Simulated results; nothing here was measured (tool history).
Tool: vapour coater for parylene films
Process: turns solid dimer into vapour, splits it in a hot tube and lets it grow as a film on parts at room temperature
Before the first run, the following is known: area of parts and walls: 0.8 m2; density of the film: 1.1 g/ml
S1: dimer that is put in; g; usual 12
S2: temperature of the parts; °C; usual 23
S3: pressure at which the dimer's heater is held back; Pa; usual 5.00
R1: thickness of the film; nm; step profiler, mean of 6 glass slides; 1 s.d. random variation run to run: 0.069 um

{"run": 1, "day": 0.0, "S1": 12, "S2": 23, "S3": 5.0, "R1": 9410}
{"run": 2, "day": 0.971, "S1": 7, "S2": 23, "S3": 5.0, "R1": 5490}
{"run": 3, "day": 1.696, "S1": 7, "S2": 23, "S3": 5.0, "R1": 5410}
{"run": 4, "day": 2.529, "S1": 12, "S2": 23, "S3": 5.0, "R1": 9350}
{"run": 5, "day": 3.638, "S1": 12, "S2": 23, "S3": 5.0, "R1": 9400}
{"run": 6, "day": 4.712, "S1": 9, "S2": 23, "S3": 5.0, "R1": 7010}
{"run": 7, "day": 5.404, "S1": 9, "S2": 23, "S3": 5.0, "R1": 7020}
{"run": 8, "day": 6.654, "S1": 9, "S2": 23, "S3": 5.0, "R1": 7020}
{"run": 9, "day": 7.604, "S1": 9, "S2": 23, "S3": 5.0, "R1": 7060}
{"run": 10, "day": 8.646, "S1": 9, "S2": 23, "S3": 5.0, "R1": 7000}
{"run": 11, "day": 9.438, "S1": 12, "S2": 20, "S3": 5.0, "R1": 10010}
{"run": 12, "day": 10.112, "S1": 12, "S2": 20, "S3": 5.0, "R1": 9960}
{"run": 13, "day": 10.708, "S1": 21, "S2": 23, "S3": 5.0, "R1": 16620}
{"run": 14, "day": 11.933, "S1": 21, "S2": 23, "S3": 5.0, "R1": 16470}
{"run": 15, "day": 12.738, "S1": 21, "S2": 23, "S3": 5.13, "R1": 16370}
{"day": 13.358, "done": "trap's valve overhauled"}
{"run": 16, "day": 13.838, "S1": 21, "S2": 23, "S3": 5.13, "R1": 16530}
{"run": 17, "day": 14.442, "S1": 11, "S2": 23, "S3": 5.0, "R1": 8610}
{"run": 18, "day": 15.354, "S1": 11, "S2": 23, "S3": 5.0, "R1": 8620}
{"run": 19, "day": 16.092, "S1": 11, "S2": 23, "S3": 5.0, "R1": 8650}
{"run": 20, "day": 16.875, "S1": 11, "S2": 23, "S3": 5.0, "R1": 8630}
{"run": 21, "day": 17.942, "S1": 5, "S2": 18, "S3": 2.67, "R1": 5100}
{"run": 22, "day": 18.983, "S1": 6, "S2": 22, "S3": 2.67, "R1": 5550}
{"run": 23, "day": 19.917, "S1": 12, "S2": 23, "S3": 2.29, "R1": 11460}

Run 24 is up next; what results do you expect?
{"run": 24, "day": 20.579, "S1": 12, "S2": 18, "S3": 5.0, "R1": "?"}

For run 24 the tool returned R1 10480 nm.
On a tool with no hidden condition, and with the same random variation, this run would have come out at R1 10510 nm.
